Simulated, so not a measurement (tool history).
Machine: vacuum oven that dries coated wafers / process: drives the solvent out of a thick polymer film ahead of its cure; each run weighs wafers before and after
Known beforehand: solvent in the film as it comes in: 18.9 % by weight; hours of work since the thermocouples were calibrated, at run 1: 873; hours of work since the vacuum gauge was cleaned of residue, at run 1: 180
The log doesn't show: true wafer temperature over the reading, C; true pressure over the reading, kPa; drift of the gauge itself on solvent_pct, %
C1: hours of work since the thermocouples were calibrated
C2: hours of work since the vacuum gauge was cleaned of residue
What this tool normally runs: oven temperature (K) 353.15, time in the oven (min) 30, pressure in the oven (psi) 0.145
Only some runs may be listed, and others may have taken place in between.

{"run": 1, "hour": 0.0, "oven temperature (K)": 353.15, "time in the oven (min)": 30, "pressure in the oven (psi)": 0.145, "C1": 873, "C2": 180, "solvent left in the film (%)": 4.29}
{"run": 2, "hour": 17.0, "oven temperature (K)": 345.15, "time in the oven (min)": 30, "pressure in the oven (psi)": 0.145, "C1": 886, "C2": 193, "solvent left in the film (%)": 6.85}
{"run": 3, "hour": 31.6, "oven temperature (K)": 353.15, "time in the oven (min)": 30, "pressure in the oven (psi)": 0.145, "C1": 898, "C2": 204, "solvent left in the film (%)": 4.22}
{"run": 4, "hour": 60.5, "oven temperature (K)": 353.15, "time in the oven (min)": 30, "pressure in the oven (psi)": 0.145, "C1": 920, "C2": 226, "solvent left in the film (%)": 4.22}
{"run": 5, "hour": 76.7, "oven temperature (K)": 353.15, "time in the oven (min)": 30, "pressure in the oven (psi)": 0.145, "C1": 932, "C2": 239, "solvent left in the film (%)": 4.25}
{"run": 6, "hour": 98.4, "oven temperature (K)": 353.15, "time in the oven (min)": 30, "pressure in the oven (psi)": 0.145, "C1": 949, "C2": 255, "solvent left in the film (%)": 4.24}
{"run": 7, "hour": 131.3, "oven temperature (K)": 353.15, "time in the oven (min)": 30, "pressure in the oven (psi)": 0.145, "C1": 974, "C2": 280, "solvent left in the film (%)": 4.24}
{"run": 8, "hour": 151.3, "oven temperature (K)": 353.15, "time in the oven (min)": 36, "pressure in the oven (psi)": 0.145, "C1": 989, "C2": 296, "solvent left in the film (%)": 3.43}
{"run": 9, "hour": 170.2, "oven temperature (K)": 353.15, "time in the oven (min)": 36, "pressure in the oven (psi)": 0.145, "C1": 1003, "C2": 310, "solvent left in the film (%)": 3.44}
{"run": 10, "hour": 186.7, "oven temperature (K)": 353.15, "time in the oven (min)": 21, "pressure in the oven (psi)": 0.145, "C1": 1016, "C2": 323, "solvent left in the film (%)": 6.01}
{"run": 11, "hour": 208.9, "oven temperature (K)": 353.15, "time in the oven (min)": 21, "pressure in the oven (psi)": 0.145, "C1": 1033, "C2": 340, "solvent left in the film (%)": 6}
{"run": 12, "hour": 240.9, "oven temperature (K)": 353.15, "time in the oven (min)": 21, "pressure in the oven (psi)": 0.145, "C1": 1057, "C2": 364, "solvent left in the film (%)": 6.02}
{"run": 13, "hour": 263.1, "oven temperature (K)": 353.15, "time in the oven (min)": 19, "pressure in the oven (psi)": 0.145, "C1": 1074, "C2": 381, "solvent left in the film (%)": 6.64}
{"run": 14, "hour": 295.3, "oven temperature (K)": 353.15, "time in the oven (min)": 30, "pressure in the oven (psi)": 0.145, "C1": 1099, "C2": 406, "solvent left in the film (%)": 4.16}
{"run": 15, "hour": 318.7, "oven temperature (K)": 353.15, "time in the oven (min)": 30, "pressure in the oven (psi)": 0.145, "C1": 1117, "C2": 424, "solvent left in the film (%)": 4.14}
{"run": 16, "hour": 332.8, "oven temperature (K)": 339.15, "time in the oven (min)": 30, "pressure in the oven (psi)": 0.145, "C1": 1128, "C2": 434, "solvent left in the film (%)": 8.98}
{"run": 17, "hour": 361.9, "oven temperature (K)": 353.15, "time in the oven (min)": 30, "pressure in the oven (psi)": 0.145, "C1": 1150, "C2": 456, "solvent left in the film (%)": 4.14}
{"run": 18, "hour": 393.7, "oven temperature (K)": 353.15, "time in the oven (min)": 30, "pressure in the oven (psi)": 0.145, "C1": 1174, "C2": 481, "solvent left in the film (%)": 4.23}
{"run": 19, "hour": 407.3, "oven temperature (K)": 345.15, "time in the oven (min)": 30, "pressure in the oven (psi)": 0.145, "C1": 1185, "C2": 491, "solvent left in the film (%)": 6.84}
{"run": 20, "hour": 428.1, "oven temperature (K)": 345.15, "time in the oven (min)": 30, "pressure in the oven (psi)": 0.145, "C1": 1200, "C2": 507, "solvent left in the film (%)": 6.89}
{"run": 21, "hour": 445.8, "oven temperature (K)": 345.15, "time in the oven (min)": 30, "pressure in the oven (psi)": 0.145, "C1": 1214, "C2": 521, "solvent left in the film (%)": 6.73}
{"run": 22, "hour": 475.2, "oven temperature (K)": 345.15, "time in the oven (min)": 30, "pressure in the oven (psi)": 0.145, "C1": 1236, "C2": 543, "solvent left in the film (%)": 6.94}
{"hour": 479.7, "done": "oven's thermocouples calibrated"}
{"run": 23, "hour": 493.5, "oven temperature (K)": 344.15, "time in the oven (min)": 44, "pressure in the oven (psi)": 0.474, "C1": 11, "C2": 556, "solvent left in the film (%)": 7.26}
{"run": 24, "hour": 515.4, "oven temperature (K)": 344.15, "time in the oven (min)": 44, "pressure in the oven (psi)": 0.474, "C1": 27, "C2": 572, "solvent left in the film (%)": 7.31}
{"run": 25, "hour": 549.2, "oven temperature (K)": 349.15, "time in the oven (min)": 16, "pressure in the oven (psi)": 0.535, "C1": 53, "C2": 598, "solvent left in the film (%)": 10.04}
{"run": 26, "hour": 581.2, "oven temperature (K)": 349.15, "time in the oven (min)": 16, "pressure in the oven (psi)": 0.535, "C1": 78, "C2": 622, "solvent left in the film (%)": 10.21}
{"run": 27, "hour": 605.8, "oven temperature (K)": 339.15, "time in the oven (min)": 30, "pressure in the oven (psi)": 0.145, "C1": 96, "C2": 641, "solvent left in the film (%)": 8.58}
{"hour": 612.7, "done": "oven's thermocouples calibrated, once more"}
{"run": 28, "hour": 628.5, "oven temperature (K)": 350.15, "time in the oven (min)": 22, "pressure in the oven (psi)": 0.239, "C1": 12, "C2": 657, "solvent left in the film (%)": 7.82}
{"run": 29, "hour": 659.3, "oven temperature (K)": 348.15, "time in the oven (min)": 15, "pressure in the oven (psi)": 0.38, "C1": 36, "C2": 681, "solvent left in the film (%)": 11.01}
{"run": 30, "hour": 688.2, "oven temperature (K)": 350.15, "time in the oven (min)": 19, "pressure in the oven (psi)": 0.132, "C1": 58, "C2": 703, "solvent left in the film (%)": 7.97}
{"run": 31, "hour": 703.9, "oven temperature (K)": 339.15, "time in the oven (min)": 30, "pressure in the oven (psi)": 0.145, "C1": 70, "C2": 715, "solvent left in the film (%)": 9.41}
{"run": 32, "hour": 725.7, "oven temperature (K)": 339.15, "time in the oven (min)": 30, "pressure in the oven (psi)": 0.145, "C1": 86, "C2": 731, "solvent left in the film (%)": 9.43}
{"run": 33, "hour": 749.0, "oven temperature (K)": 364.15, "time in the oven (min)": 34, "pressure in the oven (psi)": 0.119, "C1": 104, "C2": 749, "solvent left in the film (%)": 1.53}
{"run": 34, "hour": 777.8, "oven temperature (K)": 353.15, "time in the oven (min)": 24, "pressure in the oven (psi)": 0.145, "C1": 126, "C2": 771, "solvent left in the film (%)": 5.9}
{"run": 35, "hour": 808.8, "oven temperature (K)": 353.15, "time in the oven (min)": 24, "pressure in the oven (psi)": 0.145, "C1": 150, "C2": 795, "solvent left in the film (%)": 5.88}
{"run": 36, "hour": 832.3, "oven temperature (K)": 366.15, "time in the oven (min)": 24, "pressure in the oven (psi)": 0.097, "C1": 168, "C2": 813, "solvent left in the film (%)": 2.1}
{"run": 37, "hour": 855.7, "oven temperature (K)": 366.15, "time in the oven (min)": 31, "pressure in the oven (psi)": 0.077, "C1": 186, "C2": 831, "solvent left in the film (%)": 1.24}
{"run": 38, "hour": 875.1, "oven temperature (K)": 366.15, "time in the oven (min)": 31, "pressure in the oven (psi)": 0.077, "C1": 200, "C2": 845, "solvent left in the film (%)": 1.25}
{"run": 39, "hour": 903.7, "oven temperature (K)": 366.15, "time in the oven (min)": 31, "pressure in the oven (psi)": 0.077, "C1": 222, "C2": 867, "solvent left in the film (%)": 1.23}
{"run": 40, "hour": 922.1, "oven temperature (K)": 366.15, "time in the oven (min)": 31, "pressure in the oven (psi)": 0.077, "C1": 236, "C2": 881, "solvent left in the film (%)": 1.25}
{"run": 41, "hour": 948.6, "oven temperature (K)": 353.15, "time in the oven (min)": 51, "pressure in the oven (psi)": 0.145, "C1": 257, "C2": 902, "solvent left in the film (%)": 2.51}
{"run": 42, "hour": 968.7, "oven temperature (K)": 353.15, "time in the oven (min)": 51, "pressure in the oven (psi)": 0.145, "C1": 272, "C2": 917, "solvent left in the film (%)": 2.57}
{"run": 43, "hour": 1001.6, "oven temperature (K)": 353.15, "time in the oven (min)": 51, "pressure in the oven (psi)": 0.145, "C1": 297, "C2": 942, "solvent left in the film (%)": 2.55}
{"run": 44, "hour": 1019.1, "oven temperature (K)": 353.15, "time in the oven (min)": 51, "pressure in the oven (psi)": 0.145, "C1": 310, "C2": 955, "solvent left in the film (%)": 2.55}

Each row is a separate what-if for the run after 44, all from the same tool condition, not one after another. Results?
{"run": "A", "hour": 1033.0, "oven temperature (K)": 362.15, "time in the oven (min)": 30, "pressure in the oven (psi)": 0.145, "C1": 321, "C2": 966, "solvent left in the film (%)": "?"}
{"run": "B", "hour": 1033.0, "oven temperature (K)": 353.15, "time in the oven (min)": 51, "pressure in the oven (psi)": 0.097, "C1": 321, "C2": 966, "solvent left in the film (%)": "?"}
{"run": "C", "hour": 1033.0, "oven temperature (K)": 353.15, "time in the oven (min)": 51, "pressure in the oven (psi)": 0.145, "C1": 321, "C2": 966, "solvent left in the film (%)": "?"}
{"run": "D", "hour": 1033.0, "oven temperature (K)": 358.15, "time in the oven (min)": 51, "pressure in the oven (psi)": 0.145, "C1": 321, "C2": 966, "solvent left in the film (%)": "?"}
{"run": "E", "hour": 1033.0, "oven temperature (K)": 359.15, "time in the oven (min)": 29, "pressure in the oven (psi)": 0.145, "C1": 321, "C2": 966, "solvent left in the film (%)": "?"}

run=A solvent_left_in_the_film_(%)=2.3
run=B solvent_left_in_the_film_(%)=2.28
run=C solvent_left_in_the_film_(%)=2.51
run=D solvent_left_in_the_film_(%)=1.63
run=E solvent_left_in_the_film_(%)=3.12
Without the tool's unlogged condition, the same runs would have read:
run=A solvent_left_in_the_film_(%)=2.19
run=B solvent_left_in_the_film_(%)=2.07
run=C solvent_left_in_the_film_(%)=2.31
run=D solvent_left_in_the_film_(%)=1.43
run=E solvent_left_in_the_film_(%)=3.02

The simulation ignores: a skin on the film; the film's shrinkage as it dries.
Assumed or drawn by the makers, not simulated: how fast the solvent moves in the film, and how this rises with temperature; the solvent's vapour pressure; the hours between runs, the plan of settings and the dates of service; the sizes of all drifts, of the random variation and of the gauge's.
